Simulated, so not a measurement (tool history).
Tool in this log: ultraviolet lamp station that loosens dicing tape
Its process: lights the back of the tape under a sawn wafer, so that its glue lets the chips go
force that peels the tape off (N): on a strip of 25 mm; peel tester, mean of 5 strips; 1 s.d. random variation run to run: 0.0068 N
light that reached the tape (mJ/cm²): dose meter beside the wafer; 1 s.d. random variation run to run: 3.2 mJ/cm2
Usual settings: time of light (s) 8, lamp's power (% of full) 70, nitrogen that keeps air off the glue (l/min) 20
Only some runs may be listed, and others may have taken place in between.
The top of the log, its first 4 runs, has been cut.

run    hour  time of light (s)  lamp's power (% of full)  nitrogen that keeps air off the glue (l/min)  force that peels the tape off (N)  light that reached the tape (mJ/cm²)
  5   164.3                  8                        70                                            20                              0.303                                   455
  6   196.6                  8                        70                                            20                              0.301                                   451
  7   220.5                  8                        70                                            32                              0.235                                   444
  8   253.7                  8                        70                                            32                              0.236                                   442
  9   291.3                  8                        70                                            32                              0.241                                   437
 10     316                  8                        70                                            20                              0.331                                   435
 11   372.6                  8                        84                                            20                              0.213                                   519
 12     416                  8                        84                                            20                              0.215                                   505
 13   453.8                  8                        84                                            20                              0.223                                   507
 14   488.3                  8                        83                                            20                              0.219                                   496
 15   535.4                  8                        70                                             7                              0.782                                   407
 16   560.1                  8                        70                                             7                              0.812                                   410
 17   616.2                  8                        70                                            20                              0.407                                   400
 18   659.5                  8                        70                                            20                              0.423                                   401
 19   703.4                  8                        70                                            20                              0.433                                   397
        718  -- window cleaned of glue's vapour
 20   754.5                  9                        70                                            20                              0.224                                   509
 21   802.8                  9                        70                                            20                              0.234                                   498
 22   829.9                  8                        70                                            21                              0.325                                   439
 23   880.1                  8                        98                                            20                              0.134                                   605
 24   925.9                  8                        97                                            20                              0.136                                   598
 25   968.4                 12                        73                                            20                              0.105                                   669
 26  1021.7                  6                        72                                             8                               1.16                                   325

Estimate the outcome of run 27 from the log above:
 27  1045.6                  8                        70                                             8                                  ?                                     ?

{"run 27": {"force that peels the tape off (N)": 0.72, "light that reached the tape (mJ/cm²)": 417}}
Without the tool's hidden state the same run would have given force that peels the tape off (N) 0.483, light that reached the tape (mJ/cm²) 494.
